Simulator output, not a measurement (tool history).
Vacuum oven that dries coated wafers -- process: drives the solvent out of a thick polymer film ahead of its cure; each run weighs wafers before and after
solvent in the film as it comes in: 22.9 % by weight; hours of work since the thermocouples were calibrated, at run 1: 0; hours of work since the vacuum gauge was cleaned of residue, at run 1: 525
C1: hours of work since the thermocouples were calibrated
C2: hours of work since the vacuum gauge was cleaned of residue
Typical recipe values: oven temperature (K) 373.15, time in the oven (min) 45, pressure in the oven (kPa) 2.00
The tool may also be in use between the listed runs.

{"run": 1, "day": 0.0, "oven temperature (K)": 373.15, "time in the oven (min)": 45, "pressure in the oven (kPa)": 2.0, "C1": 0, "C2": 525, "solvent left in the film (%)": 6.44}
{"run": 2, "day": 1.958, "oven temperature (K)": 373.15, "time in the oven (min)": 45, "pressure in the oven (kPa)": 2.0, "C1": 32, "C2": 557, "solvent left in the film (%)": 6.39}
{"run": 3, "day": 3.642, "oven temperature (K)": 373.15, "time in the oven (min)": 45, "pressure in the oven (kPa)": 2.0, "C1": 59, "C2": 584, "solvent left in the film (%)": 6.41}
{"run": 4, "day": 6.233, "oven temperature (K)": 358.15, "time in the oven (min)": 45, "pressure in the oven (kPa)": 2.0, "C1": 100, "C2": 625, "solvent left in the film (%)": 11.9}
{"run": 5, "day": 7.592, "oven temperature (K)": 368.15, "time in the oven (min)": 45, "pressure in the oven (kPa)": 2.0, "C1": 122, "C2": 647, "solvent left in the film (%)": 8.25}
{"run": 6, "day": 9.142, "oven temperature (K)": 368.15, "time in the oven (min)": 45, "pressure in the oven (kPa)": 2.0, "C1": 147, "C2": 672, "solvent left in the film (%)": 8.21}
{"run": 7, "day": 10.442, "oven temperature (K)": 373.15, "time in the oven (min)": 62, "pressure in the oven (kPa)": 2.0, "C1": 168, "C2": 693, "solvent left in the film (%)": 4.65}
{"run": 8, "day": 11.817, "oven temperature (K)": 373.15, "time in the oven (min)": 62, "pressure in the oven (kPa)": 2.0, "C1": 190, "C2": 715, "solvent left in the film (%)": 4.6}
{"run": 9, "day": 14.008, "oven temperature (K)": 373.15, "time in the oven (min)": 62, "pressure in the oven (kPa)": 1.51, "C1": 225, "C2": 751, "solvent left in the film (%)": 4.29}
{"run": 10, "day": 16.533, "oven temperature (K)": 373.15, "time in the oven (min)": 40, "pressure in the oven (kPa)": 2.0, "C1": 266, "C2": 791, "solvent left in the film (%)": 7.1}
{"run": 11, "day": 17.867, "oven temperature (K)": 373.15, "time in the oven (min)": 45, "pressure in the oven (kPa)": 2.81, "C1": 287, "C2": 813, "solvent left in the film (%)": 6.95}
{"run": 12, "day": 19.121, "oven temperature (K)": 373.15, "time in the oven (min)": 45, "pressure in the oven (kPa)": 2.81, "C1": 308, "C2": 833, "solvent left in the film (%)": 6.96}
{"run": 13, "day": 21.458, "oven temperature (K)": 373.15, "time in the oven (min)": 28, "pressure in the oven (kPa)": 2.0, "C1": 345, "C2": 870, "solvent left in the film (%)": 9.37}
{"run": 14, "day": 23.821, "oven temperature (K)": 373.15, "time in the oven (min)": 28, "pressure in the oven (kPa)": 2.0, "C1": 383, "C2": 908, "solvent left in the film (%)": 9.33}
{"run": 15, "day": 25.267, "oven temperature (K)": 373.15, "time in the oven (min)": 28, "pressure in the oven (kPa)": 2.0, "C1": 407, "C2": 932, "solvent left in the film (%)": 9.32}
{"run": 16, "day": 26.425, "oven temperature (K)": 373.15, "time in the oven (min)": 45, "pressure in the oven (kPa)": 2.0, "C1": 425, "C2": 950, "solvent left in the film (%)": 6.39}
{"run": 17, "day": 27.904, "oven temperature (K)": 373.15, "time in the oven (min)": 56, "pressure in the oven (kPa)": 2.0, "C1": 449, "C2": 974, "solvent left in the film (%)": 5.13}
{"run": 18, "day": 30.562, "oven temperature (K)": 373.15, "time in the oven (min)": 67, "pressure in the oven (kPa)": 2.0, "C1": 492, "C2": 1017, "solvent left in the film (%)": 4.29}
{"run": 19, "day": 32.288, "oven temperature (K)": 373.15, "time in the oven (min)": 45, "pressure in the oven (kPa)": 2.0, "C1": 520, "C2": 1045, "solvent left in the film (%)": 6.37}
{"run": 20, "day": 33.721, "oven temperature (K)": 373.15, "time in the oven (min)": 45, "pressure in the oven (kPa)": 1.98, "C1": 543, "C2": 1068, "solvent left in the film (%)": 6.37}
{"run": 21, "day": 35.05, "oven temperature (K)": 373.15, "time in the oven (min)": 45, "pressure in the oven (kPa)": 1.98, "C1": 564, "C2": 1089, "solvent left in the film (%)": 6.39}
{"run": 22, "day": 36.921, "oven temperature (K)": 373.15, "time in the oven (min)": 45, "pressure in the oven (kPa)": 1.98, "C1": 594, "C2": 1119, "solvent left in the film (%)": 6.37}
{"run": 23, "day": 38.983, "oven temperature (K)": 373.15, "time in the oven (min)": 45, "pressure in the oven (kPa)": 1.98, "C1": 627, "C2": 1152, "solvent left in the film (%)": 6.41}
{"run": 24, "day": 40.804, "oven temperature (K)": 373.15, "time in the oven (min)": 74, "pressure in the oven (kPa)": 1.98, "C1": 657, "C2": 1182, "solvent left in the film (%)": 3.79}
{"run": 25, "day": 43.25, "oven temperature (K)": 373.15, "time in the oven (min)": 24, "pressure in the oven (kPa)": 2.13, "C1": 696, "C2": 1221, "solvent left in the film (%)": 10.37}
{"run": 26, "day": 45.921, "oven temperature (K)": 383.15, "time in the oven (min)": 24, "pressure in the oven (kPa)": 1.63, "C1": 739, "C2": 1264, "solvent left in the film (%)": 6.52}
{"run": 27, "day": 48.35, "oven temperature (K)": 384.15, "time in the oven (min)": 45, "pressure in the oven (kPa)": 2.28, "C1": 778, "C2": 1303, "solvent left in the film (%)": 3.27}
{"day": 48.6, "done": "oven's thermocouples calibrated"}
{"run": 28, "day": 50.129, "oven temperature (K)": 384.15, "time in the oven (min)": 45, "pressure in the oven (kPa)": 2.28, "C1": 25, "C2": 1330, "solvent left in the film (%)": 3.2}
{"run": 29, "day": 52.104, "oven temperature (K)": 384.15, "time in the oven (min)": 45, "pressure in the oven (kPa)": 2.28, "C1": 56, "C2": 1362, "solvent left in the film (%)": 3.23}
{"run": 30, "day": 54.146, "oven temperature (K)": 373.15, "time in the oven (min)": 43, "pressure in the oven (kPa)": 2.0, "C1": 89, "C2": 1395, "solvent left in the film (%)": 6.57}
{"run": 31, "day": 56.771, "oven temperature (K)": 373.15, "time in the oven (min)": 43, "pressure in the oven (kPa)": 7.63, "C1": 131, "C2": 1437, "solvent left in the film (%)": 10.3}
{"run": 32, "day": 59.392, "oven temperature (K)": 373.15, "time in the oven (min)": 45, "pressure in the oven (kPa)": 1.91, "C1": 174, "C2": 1479, "solvent left in the film (%)": 6.25}
{"run": 33, "day": 61.6, "oven temperature (K)": 373.15, "time in the oven (min)": 45, "pressure in the oven (kPa)": 1.93, "C1": 209, "C2": 1515, "solvent left in the film (%)": 6.21}
{"day": 62.596, "done": "oven's thermocouples calibrated, once more"}
{"run": 34, "day": 64.0, "oven temperature (K)": 373.15, "time in the oven (min)": 51, "pressure in the oven (kPa)": 6.96, "C1": 23, "C2": 1552, "solvent left in the film (%)": 9.58}
{"run": 35, "day": 65.167, "oven temperature (K)": 373.15, "time in the oven (min)": 23, "pressure in the oven (kPa)": 2.0, "C1": 41, "C2": 1571, "solvent left in the film (%)": 10.8}
{"run": 36, "day": 66.838, "oven temperature (K)": 373.15, "time in the oven (min)": 23, "pressure in the oven (kPa)": 2.0, "C1": 68, "C2": 1598, "solvent left in the film (%)": 10.72}
{"run": 37, "day": 68.425, "oven temperature (K)": 367.15, "time in the oven (min)": 64, "pressure in the oven (kPa)": 5.2, "C1": 94, "C2": 1623, "solvent left in the film (%)": 9.59}
{"run": 38, "day": 71.1, "oven temperature (K)": 373.15, "time in the oven (min)": 80, "pressure in the oven (kPa)": 4.69, "C1": 137, "C2": 1666, "solvent left in the film (%)": 6.03}
{"run": 39, "day": 73.817, "oven temperature (K)": 374.15, "time in the oven (min)": 58, "pressure in the oven (kPa)": 2.0, "C1": 181, "C2": 1710, "solvent left in the film (%)": 4.98}
{"run": 40, "day": 76.029, "oven temperature (K)": 382.15, "time in the oven (min)": 29, "pressure in the oven (kPa)": 2.0, "C1": 216, "C2": 1746, "solvent left in the film (%)": 6.23}
{"run": 41, "day": 77.621, "oven temperature (K)": 360.15, "time in the oven (min)": 45, "pressure in the oven (kPa)": 3.2, "C1": 242, "C2": 1771, "solvent left in the film (%)": 12.57}
{"run": 42, "day": 79.75, "oven temperature (K)": 377.15, "time in the oven (min)": 63, "pressure in the oven (kPa)": 5.5, "C1": 276, "C2": 1806, "solvent left in the film (%)": 6.2}
{"run": 43, "day": 81.438, "oven temperature (K)": 373.15, "time in the oven (min)": 25, "pressure in the oven (kPa)": 2.62, "C1": 303, "C2": 1833, "solvent left in the film (%)": 10.69}
{"run": 44, "day": 82.762, "oven temperature (K)": 379.15, "time in the oven (min)": 45, "pressure in the oven (kPa)": 2.0, "C1": 325, "C2": 1854, "solvent left in the film (%)": 4.73}
{"run": 45, "day": 84.867, "oven temperature (K)": 379.15, "time in the oven (min)": 45, "pressure in the oven (kPa)": 2.0, "C1": 358, "C2": 1888, "solvent left in the film (%)": 4.73}
{"run": 46, "day": 86.517, "oven temperature (K)": 379.15, "time in the oven (min)": 22, "pressure in the oven (kPa)": 2.0, "C1": 385, "C2": 1915, "solvent left in the film (%)": 8.97}
{"run": 47, "day": 87.9, "oven temperature (K)": 373.15, "time in the oven (min)": 45, "pressure in the oven (kPa)": 1.33, "C1": 407, "C2": 1937, "solvent left in the film (%)": 6.26}
{"run": 48, "day": 89.504, "oven temperature (K)": 374.15, "time in the oven (min)": 68, "pressure in the oven (kPa)": 6.26, "C1": 433, "C2": 1963, "solvent left in the film (%)": 7.47}

How the hidden state differs across the entries between the runs, from the last listed run before each to the first after it:
Logged between run 27 and run 28: oven's thermocouples calibrated (day 48.600)
  true wafer temperature over the reading, C: 0.85 -> 1.17; true pressure over the reading, kPa: 0.489 -> 0.5
  what was measured, less what the result would be without the hidden state, solvent left in the film (%): +0.07 -> +0.00
Logged between run 33 and run 34: oven's thermocouples calibrated, once more (day 62.596)
  true wafer temperature over the reading, C: 1.32 -> 0.04; true pressure over the reading, kPa: 0.569 -> 0.584
  what was measured, less what the result would be without the hidden state, solvent left in the film (%): -0.08 -> +0.40
